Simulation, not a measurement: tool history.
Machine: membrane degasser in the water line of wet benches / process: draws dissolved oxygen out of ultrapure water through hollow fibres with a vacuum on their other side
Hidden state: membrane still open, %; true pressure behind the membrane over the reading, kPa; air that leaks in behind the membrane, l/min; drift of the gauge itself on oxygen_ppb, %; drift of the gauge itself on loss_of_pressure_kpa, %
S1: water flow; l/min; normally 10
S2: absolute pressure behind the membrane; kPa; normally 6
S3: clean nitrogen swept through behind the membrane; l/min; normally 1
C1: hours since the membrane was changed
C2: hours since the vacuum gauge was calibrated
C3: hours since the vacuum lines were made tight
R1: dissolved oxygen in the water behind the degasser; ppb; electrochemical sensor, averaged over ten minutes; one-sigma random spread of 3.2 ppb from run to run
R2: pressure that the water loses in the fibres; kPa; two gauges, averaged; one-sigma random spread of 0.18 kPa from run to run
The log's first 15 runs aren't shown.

| run | day | S1 | S2 | S3 | C1 | C2 | C3 | R1 | R2 |
|---|---|---|---|---|---|---|---|---|---|
| 16 | 56.792 | 10 | 6 | 1 | 3293 | 2374 | 3338 | 325.8 | 33.83 |
| 17 | 59.538 | 10 | 13.45 | 1.28 | 3359 | 2440 | 3404 | 441.4 | 33.81 |
| 18 | 64.508 | 9 | 12.11 | 2.34 | 3479 | 2559 | 3523 | 275.7 | 30.41 |
| 19 | 67.092 | 9 | 12.11 | 2.34 | 3541 | 2621 | 3585 | 280.6 | 30.69 |
| 20 | 71.488 | 7 | 7.31 | 2.73 | 3646 | 2727 | 3690 | 125.9 | 24.05 |
| 21 | 76.671 | 7 | 7.31 | 2.73 | 3771 | 2851 | 3815 | 124.4 | 23.63 |
| 22 | 82.025 | 7 | 7.31 | 2.73 | 3899 | 2979 | 3943 | 126.2 | 23.69 |
| 23 | 85.929 | 7 | 7.31 | 1.93 | 3993 | 3073 | 4037 | 133.3 | 23.94 |
| 24 | 89.608 | 12 | 3.81 | 2.44 | 4081 | 3161 | 4125 | 405.1 | 40.76 |
| 25 | 93.788 | 7 | 4.67 | 1.54 | 4181 | 3262 | 4226 | 115.7 | 23.86 |
| 26 | 97.488 | 11 | 14.47 | 1.23 | 4270 | 3351 | 4315 | 543.4 | 37.37 |
| 27 | 100.492 | 9 | 3.84 | 0.82 | 4342 | 3423 | 4387 | 218 | 30.45 |
| 28 | 103.388 | 9 | 3.84 | 0.82 | 4412 | 3492 | 4456 | 219.4 | 30.45 |
| 29 | 108.704 | 9 | 3.84 | 0.82 | 4539 | 3620 | 4584 | 215.8 | 30.46 |
| 30 | 111.9 | 10 | 3.84 | 2.84 | 4616 | 3696 | 4660 | 261 | 33.77 |
| 31 | 114.5 | 10 | 6 | 2.38 | 4678 | 3759 | 4723 | 289.9 | 33.92 |

4 ways to go on from here, each from the tool as it stands after run 31. What would each give?
| A | 116.8 | 9 | 6.79 | 1.67 | 4734 | 3814 | 4778 | ? | ? |
| B | 116.8 | 10 | 14.36 | 1.38 | 4734 | 3814 | 4778 | ? | ? |
| C | 116.8 | 10 | 6 | 1.02 | 4734 | 3814 | 4778 | ? | ? |
| D | 116.8 | 13 | 7.43 | 0.98 | 4734 | 3814 | 4778 | ? | ? |

| run | R1 | R2 |
|---|---|---|
| A | 242.8 | 30.66 |
| B | 439.6 | 33.96 |
| C | 322.9 | 34.23 |
| D | 583.4 | 44.08 |
Without the tool's hidden state the same runs would have given:
| run | R1 | R2 |
|---|---|---|
| A | 242.6 | 30.65 |
| B | 439.2 | 33.95 |
| C | 322.6 | 34.22 |
| D | 582.9 | 44.07 |

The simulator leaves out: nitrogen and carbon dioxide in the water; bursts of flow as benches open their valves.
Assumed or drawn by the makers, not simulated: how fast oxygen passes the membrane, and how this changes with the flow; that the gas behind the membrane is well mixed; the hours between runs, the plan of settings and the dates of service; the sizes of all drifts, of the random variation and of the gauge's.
